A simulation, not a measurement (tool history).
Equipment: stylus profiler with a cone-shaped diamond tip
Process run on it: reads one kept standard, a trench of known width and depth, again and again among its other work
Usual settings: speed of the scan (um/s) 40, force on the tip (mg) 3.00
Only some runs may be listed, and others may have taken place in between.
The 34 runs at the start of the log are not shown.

| run | day | speed of the scan (um/s) | force on the tip (mg) | scans with this tip | hours of work since the height scale was calibrated | depth of the trench (angstrom) | width of the trench's floor (µm) |
|---|---|---|---|---|---|---|---|
| 35 | 58.683 | 13 | 1.14 | 8540 | 1596 | 1014.0 | 18.45 |
| 36 | 59.688 | 27 | 3.46 | 8637 | 1614 | 1024.0 | 18.44 |
| 37 | 61.725 | 45 | 1.86 | 8832 | 1650 | 1018.1 | 18.31 |
| 38 | 63.483 | 143 | 1.61 | 9002 | 1682 | 1016.6 | 17.83 |
| 39 | 65.000 | 12 | 6.82 | 9148 | 1709 | 1035.9 | 18.43 |
| 40 | 66.454 | 54 | 3.80 | 9288 | 1736 | 1025.8 | 18.32 |
| 41 | 68.350 | 21 | 1.68 | 9470 | 1770 | 1017.8 | 18.41 |
| 42 | 70.388 | 11 | 5.67 | 9666 | 1806 | 1032.1 | 18.46 |
| 43 | 71.771 | 41 | 2.91 | 9799 | 1831 | 1023.3 | 18.28 |
| 44 | 73.675 | 41 | 2.91 | 9983 | 1865 | 1022.7 | 18.37 |

3 ways to go on from here, each from the tool as it stands after run 44. What would each give?
| A | 75.688 | 84 | 3.00 | 10176 | 1902 | ? | ? |
| B | 75.688 | 40 | 2.00 | 10176 | 1902 | ? | ? |
| C | 75.688 | 41 | 3.34 | 10176 | 1902 | ? | ? |

| run | depth of the trench (angstrom) | width of the trench's floor (µm) |
|---|---|---|
| A | 1024.0 | 18.16 |
| B | 1019.7 | 18.28 |
| C | 1024.3 | 18.35 |
Without the tool's unlogged condition, the same runs would have read:
| run | depth of the trench (angstrom) | width of the trench's floor (µm) |
|---|---|---|
| A | 1018.4 | 18.30 |
| B | 1014.1 | 18.41 |
| C | 1018.7 | 18.48 |

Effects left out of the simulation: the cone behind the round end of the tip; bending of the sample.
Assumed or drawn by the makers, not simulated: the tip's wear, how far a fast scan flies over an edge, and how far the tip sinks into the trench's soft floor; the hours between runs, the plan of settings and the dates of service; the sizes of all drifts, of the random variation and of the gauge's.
